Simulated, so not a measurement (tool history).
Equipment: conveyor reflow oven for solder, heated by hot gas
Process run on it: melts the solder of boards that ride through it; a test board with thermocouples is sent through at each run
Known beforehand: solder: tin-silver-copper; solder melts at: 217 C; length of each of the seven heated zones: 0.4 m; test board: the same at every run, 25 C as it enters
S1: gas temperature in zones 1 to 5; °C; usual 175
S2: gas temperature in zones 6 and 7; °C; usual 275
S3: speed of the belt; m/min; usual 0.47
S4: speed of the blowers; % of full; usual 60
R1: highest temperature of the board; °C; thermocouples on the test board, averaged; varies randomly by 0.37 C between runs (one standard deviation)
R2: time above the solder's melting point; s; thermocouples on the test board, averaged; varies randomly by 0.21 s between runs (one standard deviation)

run	day	S1	S2	S3	S4	R1	R2
1	0	175	275	0.47	60	260.8	86.5
2	0.571	175	275	0.47	60	261.2	86.6
3	1.379	175	275	0.47	60	261.2	86.2
4	2.292	175	275	0.47	55	259.8	85.6
5	2.767	175	275	0.47	55	259.3	85.3
6	3.517	175	275	0.47	60	261.1	86.4
7	4.021	175	275	0.47	60	259.9	86.2
8	4.842	175	275	0.47	60	260	86.3
9	5.679	175	275	0.47	57	259.7	85.7
10	6.583	175	275	0.47	60	260.6	86
# day 6.867: flux residue cleaned out of gas plates and filters
11	7.3	175	271	0.47	60	257.6	84.6
12	8.283	175	275	0.47	60	261.5	87.4
13	8.742	175	275	0.47	60	261.5	87.8
14	9.646	175	275	0.47	60	261.3	87.5
15	10.646	175	275	0.47	60	262.1	87.6
16	11.642	175	275	0.47	58	261.3	86.7
17	12.079	175	281	0.483	58	265.4	87.9
18	12.521	173	266	0.508	63	251.3	71.3
19	13.392	173	266	0.508	68	251	72.6
20	13.846	173	266	0.508	68	251	72.2
21	14.317	173	274	0.508	89	261.7	80.7
# day 15.296: thermocouples of zones 6 and 7 changed
22	15.45	187	273	0.407	59	266	112
23	16.121	180	281	0.407	90	275.1	113.8
24	16.696	161	275	0.436	60	263.9	91.3
25	17.458	161	275	0.436	60	263.5	90.9
26	18.162	175	275	0.462	50	261.7	89.5
27	18.925	175	275	0.462	50	261.7	89.5
28	19.529	175	275	0.38	50	267.1	114.7
29	20.229	175	275	0.38	50	266.8	114.2
30	21.071	175	275	0.38	50	266.8	114.5
31	21.7	175	275	0.38	50	267	114.4
32	22.533	187	275	0.508	79	265.1	88.9

Below, some changes in R1 between adjacent runs. For each, the amount present without the hidden state too (settings, incoming material, random variation) and the amount remaining for the hidden state with gauge scatter not shared by both compared results:
The hidden state here: heat that the gas passes to the board, % of a clean oven's; belt's true speed, % of the reading; true gas temperature in zones 6 and 7 over the reading, C; drift of the gauge itself on peak_c, C; drift of the gauge itself on liquid_s, %.
Run 10 -> 11: S2 275 -> 271, flux residue cleaned out of gas plates and filters. R1 -3 °C: hidden state +1.5, all else -4.5.
Run 17 -> 18: S1 175 -> 173, S2 281 -> 266, S3 0.483 -> 0.508, S4 58 -> 63. R1 -14.1 °C: hidden state +0, all else -14.1.
Run 20 -> 21: S2 266 -> 274, S4 68 -> 89. R1 +10.7 °C: hidden state -0.3, all else +11.
Run 21 -> 22: S1 173 -> 187, S2 274 -> 273, S3 0.508 -> 0.407, S4 89 -> 59, thermocouples of zones 6 and 7 changed. R1 +4.3 °C: hidden state +3.4, all else +0.9.
Run 23 -> 24: S1 180 -> 161, S2 281 -> 275, S3 0.407 -> 0.436, S4 90 -> 60. R1 -11.2 °C: hidden state -0.2, all else -11.
Run 31 -> 32: S1 175 -> 187, S3 0.38 -> 0.508, S4 50 -> 79. R1 -1.9 °C: hidden state -0.7, all else -1.2.
